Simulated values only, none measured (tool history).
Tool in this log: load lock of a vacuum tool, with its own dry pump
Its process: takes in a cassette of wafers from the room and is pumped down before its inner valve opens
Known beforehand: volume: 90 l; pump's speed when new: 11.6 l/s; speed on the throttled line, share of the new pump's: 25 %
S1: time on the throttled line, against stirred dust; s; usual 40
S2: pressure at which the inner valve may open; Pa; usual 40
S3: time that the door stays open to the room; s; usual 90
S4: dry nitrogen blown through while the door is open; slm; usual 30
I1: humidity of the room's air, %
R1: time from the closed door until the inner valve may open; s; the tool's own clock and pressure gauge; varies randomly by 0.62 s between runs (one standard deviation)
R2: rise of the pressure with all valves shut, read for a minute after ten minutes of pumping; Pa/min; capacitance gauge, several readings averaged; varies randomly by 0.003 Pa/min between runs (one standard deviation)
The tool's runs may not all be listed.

run,hour,S1,S2,S3,S4,I1,R1,R2
1,0,40,40,90,30,39.7,90.5,0.034
2,95.6,40,40,90,30,44.7,92.1,0.05
3,239.8,40,40,90,30,46.7,91.1,0.047
4,392.4,40,40,90,30,47.5,92,0.048
5,467,40,40,90,30,43.1,92.4,0.042
6,562.2,40,40,90,30,47,91.3,0.046
7,708,78,55,90,15,44,118.3,0.059
8,826.9,78,55,51,15,42.4,117.2,0.045
9,907,40,56,47,30,44,89.2,0.038
10,984.9,40,56,233,8,41.4,89.7,0.1
11,1119.1,40,56,233,8,45.8,89.8,0.113

4 ways to go on from here, each from the tool as it stands after run 11. What would each give?
A,1190,54,71,109,8,41.3,?,?
B,1190,40,31,201,8,45.7,?,?
C,1190,40,43,90,30,44.8,?,?
D,1190,40,56,34,8,41.7,?,?

run,R1,R2
A,97.8,0.073
B,93.5,0.099
C,92,0.051
D,89.5,0.047
Take away the tool's hidden state, keep each run's random variation, and the runs would have read:
run,R1,R2
A,96.5,0.064
B,92,0.09
C,90.5,0.042
D,88.1,0.038
